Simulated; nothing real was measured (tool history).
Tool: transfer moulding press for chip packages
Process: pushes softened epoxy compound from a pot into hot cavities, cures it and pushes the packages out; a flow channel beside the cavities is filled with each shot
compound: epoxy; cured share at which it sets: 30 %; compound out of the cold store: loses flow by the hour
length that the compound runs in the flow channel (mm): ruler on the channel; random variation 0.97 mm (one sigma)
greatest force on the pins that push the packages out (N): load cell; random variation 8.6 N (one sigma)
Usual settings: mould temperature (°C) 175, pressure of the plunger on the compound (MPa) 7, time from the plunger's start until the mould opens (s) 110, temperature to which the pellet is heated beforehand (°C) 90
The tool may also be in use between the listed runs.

run,day,mould temperature (°C),pressure of the plunger on the compound (MPa),time from the plunger's start until the mould opens (s),temperature to which the pellet is heated beforehand (°C),incoming compound's hours out of the cold store,length that the compound runs in the flow channel (mm),greatest force on the pins that push the packages out (N)
1,0,175,7,110,90,15.8,758.8,413
2,1.588,175,7,110,90,23.5,742.3,500
3,3.517,175,7,110,90,16.7,751.6,569
# day 4.1: cavities cleaned with cleaning compound and waxed
4,5.408,175,7,110,90,13,758.2,670
# day 8.321: cavities cleaned with cleaning compound and waxed
5,8.738,175,7,110,90,35.1,711.7,414
# day 10.388: plunger's sealing rings changed
6,10.788,175,7,110,90,27.9,736.6,502
# day 11.596: cavities cleaned with cleaning compound and waxed, once more
7,12.488,175,7,110,90,31.3,728.8,442
# day 14.192: mould's thermocouples calibrated
8,14.254,175,7,110,90,10.1,770.2,553
# day 15.912: cavities cleaned with cleaning compound and waxed
9,17.925,183,7,110,90,8.1,741.7,435
# day 20.321: cavities cleaned with cleaning compound and waxed
10,20.938,178,5.76,110,81,15.1,673.4,408
11,23.867,178,5.76,110,81,19.7,661.2,519
# day 24.458: plunger's sealing rings changed
# day 24.692: cavities cleaned with cleaning compound and waxed
12,26.229,170,7,110,90,12.9,788.7,682
13,27.942,169,5.91,106,97,39.9,673,839
# day 28.967: cavities cleaned with cleaning compound and waxed
14,30.358,169,5.91,106,97,38.5,671.4,697
15,32.375,169,5.91,138,97,46,657.9,528
# day 33.479: cavities cleaned with cleaning compound and waxed
16,35.092,168,7.46,110,97,28,776.6,711

Forecast each of these 4 alternatives for the next run:
A,36.888,168,6.53,110,86,37.7,?,?
B,36.888,175,7,110,81,40.1,?,?
C,36.888,168,5.63,114,97,28.7,?,?
D,36.888,168,8.43,110,97,18.4,?,?

run,length that the compound runs in the flow channel (mm),greatest force on the pins that push the packages out (N)
A,707.1,855
B,701.2,561
C,669.1,777
D,842.9,871
Without the tool's hidden state the same runs would have given:
run,length that the compound runs in the flow channel (mm),greatest force on the pins that push the packages out (N)
A,723.6,596
B,717.5,388
C,684.7,542
D,862.6,609
